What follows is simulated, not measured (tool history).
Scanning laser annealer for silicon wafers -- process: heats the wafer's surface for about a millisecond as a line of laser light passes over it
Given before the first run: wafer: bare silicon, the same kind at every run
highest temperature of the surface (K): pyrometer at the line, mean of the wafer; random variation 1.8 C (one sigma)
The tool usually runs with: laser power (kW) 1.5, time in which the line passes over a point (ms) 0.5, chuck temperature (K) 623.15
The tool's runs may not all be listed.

run,day,laser power (kW),time in which the line passes over a point (ms),chuck temperature (K),highest temperature of the surface (K)
1,0,1.5,0.5,623.15,1297.15
2,1.842,1.5,0.5,623.15,1295.15
# day 2.738: window over the wafer cleaned
# day 3.212: optics aligned, line set to its width
3,3.992,1.5,0.5,623.15,1296.15
4,6.983,1.5,0.5,623.15,1287.15
5,9.233,1.5,0.5,623.15,1288.15
6,11.962,1.525,0.5,623.15,1299.15
7,14.012,1.5,0.5,639.15,1302.15
# day 14.796: window over the wafer cleaned, once more
8,15.85,1.5,0.5,639.15,1345.15
9,18.421,1.495,0.5,623.15,1319.15
10,20.758,1.5,0.5,623.15,1321.15
11,22.412,1.5,0.5,623.15,1320.15
12,24.583,1.5,0.5,623.15,1320.15
13,27.554,1.631,0.5,623.15,1376.15
14,28.929,1.648,0.5,623.15,1384.15
15,31.175,1.648,0.5,623.15,1379.15
16,33.075,1.648,0.5,623.15,1380.15
17,34.412,1.648,0.5,623.15,1376.15
18,37.242,1.648,0.5,623.15,1375.15
19,38.708,1.648,0.5,623.15,1372.15
20,40.088,1.541,0.386,623.15,1250.15
21,42.538,1.474,0.504,594.15,1262.15
22,44.883,1.5,0.36,623.15,1205.15
23,46.888,1.5,0.52,644.15,1331.15
24,48.225,1.5,0.52,644.15,1331.15
25,50.25,1.446,0.5,646.15,1292.15
26,52.338,1.391,0.516,623.15,1253.15
# day 53.892: window over the wafer cleaned
27,53.892,1.307,0.516,623.15,1240.15
28,55.625,1.32,0.434,661.15,1236.15
29,58.204,1.379,0.521,639.15,1291.15
30,61.167,1.379,0.521,631.15,1283.15
31,62.4,1.379,0.521,631.15,1278.15
32,65.188,1.609,0.572,623.15,1412.15

Forecast each of these 4 alternatives for the next run:
A,67.3,1.398,0.472,637.15,?
B,67.3,1.609,0.375,654.15,?
C,67.3,1.5,0.578,598.15,?
D,67.3,1.612,0.415,606.15,?

run,highest temperature of the surface (K)
A,1261.15
B,1306.15
C,1332.15
D,1288.15
Had the tool no hidden state, the same runs would have come out as:
run,highest temperature of the surface (K)
A,1281.15
B,1327.15
C,1355.15
D,1309.15
